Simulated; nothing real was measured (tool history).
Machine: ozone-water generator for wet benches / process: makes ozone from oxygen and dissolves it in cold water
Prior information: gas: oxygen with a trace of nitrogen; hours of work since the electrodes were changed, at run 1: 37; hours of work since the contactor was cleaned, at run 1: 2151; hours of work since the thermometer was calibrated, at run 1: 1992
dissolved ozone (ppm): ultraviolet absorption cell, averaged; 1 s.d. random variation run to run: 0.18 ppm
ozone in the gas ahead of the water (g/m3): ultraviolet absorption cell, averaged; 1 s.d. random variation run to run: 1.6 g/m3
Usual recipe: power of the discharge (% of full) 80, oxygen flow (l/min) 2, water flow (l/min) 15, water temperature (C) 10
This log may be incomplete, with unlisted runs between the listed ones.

| run | day | power of the discharge (% of full) | oxygen flow (l/min) | water flow (l/min) | water temperature (C) | hours of work since the electrodes were changed | hours of work since the contactor was cleaned | hours of work since the thermometer was calibrated | dissolved ozone (ppm) | ozone in the gas ahead of the water (g/m3) |
|---|---|---|---|---|---|---|---|---|---|---|
| 1 | 0 | 80 | 2 | 15 | 10 | 37 | 2151 | 1992 | 23.6 | 298 |
| 2 | 0.883 | 80 | 2 | 15 | 6 | 55 | 2169 | 2009 | 24.2 | 302.3 |
| 3 | 2.217 | 80 | 2 | 15 | 6 | 81 | 2195 | 2035 | 24.1 | 299.3 |
| 4 | 3.425 | 80 | 2 | 15 | 6 | 105 | 2219 | 2059 | 23.9 | 296.2 |
| 5 | 4.475 | 80 | 2 | 15 | 6 | 125 | 2239 | 2080 | 24.2 | 298.5 |
| 6 | 5.383 | 80 | 2 | 15 | 6 | 143 | 2257 | 2098 | 24 | 295.1 |
| 7 | 6.588 | 80 | 2 | 15 | 6 | 167 | 2281 | 2121 | 24.4 | 298 |
| 8 | 7.862 | 80 | 2 | 15 | 10 | 192 | 2306 | 2146 | 23.3 | 297.2 |
| 9 | 9.283 | 80 | 2 | 15 | 10 | 220 | 2334 | 2174 | 23.3 | 299.5 |
| 10 | 10.371 | 80 | 2 | 15 | 10 | 241 | 2355 | 2196 | 23.7 | 297.4 |
| 11 | 11.262 | 80 | 2 | 15 | 6 | 259 | 2373 | 2213 | 24 | 298.1 |
| 12 | 12.738 | 80 | 2 | 15 | 8 | 288 | 2402 | 2242 | 23.7 | 298.9 |
| 13 | 13.788 | 80 | 2 | 15 | 8 | 309 | 2423 | 2263 | 23.6 | 296.9 |
| 14 | 15.229 | 80 | 2 | 13 | 10 | 337 | 2451 | 2291 | 26.8 | 297.7 |
| 15 | 15.917 | 80 | 2 | 13 | 10 | 350 | 2465 | 2305 | 26.9 | 297.7 |
| 16 | 17.204 | 80 | 2 | 13 | 10 | 376 | 2490 | 2330 | 27.1 | 299.6 |
| 17 | 18.6 | 86 | 1.03 | 20 | 17 | 403 | 2517 | 2358 | 13.4 | 420.3 |
| 18 | 19.917 | 86 | 1.03 | 20 | 17 | 429 | 2543 | 2384 | 13.3 | 418.1 |
| 19 | 20.554 | 86 | 1.03 | 20 | 17 | 442 | 2556 | 2396 | 13.5 | 420.1 |
| 20 | 21.212 | 86 | 1.03 | 20 | 17 | 455 | 2569 | 2409 | 13.6 | 418.7 |
| 21 | 21.862 | 86 | 1.03 | 20 | 17 | 467 | 2582 | 2422 | 13.4 | 418.3 |
| 22 | 23.208 | 86 | 1.03 | 20 | 17 | 494 | 2608 | 2448 | 13.5 | 418.5 |
| 23 | 23.938 | 48 | 1.06 | 17 | 6 | 508 | 2622 | 2463 | 11.7 | 278 |
| 24 | 25.067 | 98 | 1.06 | 17 | 17 | 530 | 2645 | 2485 | 17.9 | 448.4 |
| 25 | 25.708 | 98 | 1.06 | 17 | 17 | 543 | 2657 | 2498 | 17.6 | 444.9 |
| 26 | 26.838 | 80 | 2 | 10 | 10 | 565 | 2679 | 2520 | 33.5 | 294.7 |
| 27 | 27.892 | 80 | 2 | 10 | 10 | 586 | 2700 | 2541 | 33.8 | 297.7 |
| 28 | 28.717 | 80 | 2 | 15 | 7 | 602 | 2716 | 2557 | 23.5 | 295.1 |
| 29 | 30.008 | 80 | 2 | 15 | 7 | 628 | 2742 | 2582 | 23.6 | 294.3 |
| 30 | 31.417 | 80 | 2.62 | 11 | 5 | 655 | 2770 | 2610 | 35 | 261.5 |
| 31 | 32.688 | 44 | 2.62 | 11 | 15 | 680 | 2795 | 2635 | 20.6 | 177.4 |
| 32 | 33.579 | 80 | 2.02 | 15 | 10 | 698 | 2812 | 2653 | 23.1 | 293.4 |

Below are 5 alternative next runs, each starting from the tool's condition after run 32. Predict each:
| A | 34.688 | 80 | 1.1 | 15 | 10 | 720 | 2834 | 2674 | ? | ? |
| B | 34.688 | 83 | 2 | 11 | 10 | 720 | 2834 | 2674 | ? | ? |
| C | 34.688 | 80 | 2.02 | 11 | 10 | 720 | 2834 | 2674 | ? | ? |
| D | 34.688 | 80 | 2 | 15 | 12 | 720 | 2834 | 2674 | ? | ? |
| E | 34.688 | 80 | 2 | 15 | 8 | 720 | 2834 | 2674 | ? | ? |

| run | dissolved ozone (ppm) | ozone in the gas ahead of the water (g/m3) |
|---|---|---|
| A | 18.7 | 383.7 |
| B | 31.5 | 302.6 |
| C | 30.7 | 293.8 |
| D | 22.4 | 297.4 |
| E | 23.4 | 294.3 |
Take away the tool's hidden state, keep each run's random variation, and the runs would have read:
| run | dissolved ozone (ppm) | ozone in the gas ahead of the water (g/m3) |
|---|---|---|
| A | 19.6 | 388.7 |
| B | 32.8 | 306.7 |
| C | 31.9 | 297.7 |
| D | 23.5 | 301.3 |
| E | 24.5 | 298.1 |

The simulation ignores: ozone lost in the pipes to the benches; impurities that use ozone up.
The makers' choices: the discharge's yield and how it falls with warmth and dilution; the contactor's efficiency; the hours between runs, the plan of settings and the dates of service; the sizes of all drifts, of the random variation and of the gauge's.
